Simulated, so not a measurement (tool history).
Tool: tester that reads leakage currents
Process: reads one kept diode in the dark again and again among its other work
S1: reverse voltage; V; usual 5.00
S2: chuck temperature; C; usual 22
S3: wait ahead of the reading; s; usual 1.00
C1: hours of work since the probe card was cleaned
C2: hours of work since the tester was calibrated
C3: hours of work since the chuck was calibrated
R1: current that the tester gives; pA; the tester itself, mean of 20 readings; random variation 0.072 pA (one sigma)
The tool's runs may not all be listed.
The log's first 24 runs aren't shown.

run	hour	S1	S2	S3	C1	C2	C3	R1
25	531.3	5.00	50	1.00	2696	1021	562	172.80
26	548.1	5.00	50	1.00	2707	1033	573	172.88
27	574.3	5.00	50	1.00	2726	1051	592	173.55
28	586.6	5.00	23	3.62	2734	1059	600	22.11
29	609.0	2.88	23	0.63	2750	1075	616	17.64
30	631.0	4.95	40	1.00	2765	1090	631	82.94
31	654.8	4.95	40	1.00	2781	1107	647	83.26
32	673.7	4.95	40	1.00	2795	1120	661	83.40
33	700.4	1.10	22	1.76	2813	1138	679	8.94

3 ways to go on from here, each from the tool as it stands after run 33. What would each give?
A	719.4	1.27	22	3.28	2826	1151	692	?
B	719.4	5.00	25	9.06	2826	1151	692	?
C	719.4	2.38	24	5.65	2826	1151	692	?

run	R1
A	9.54
B	25.88
C	15.81
Without the tool's hidden state the same runs would have given:
run	R1
A	7.79
B	20.50
C	12.82
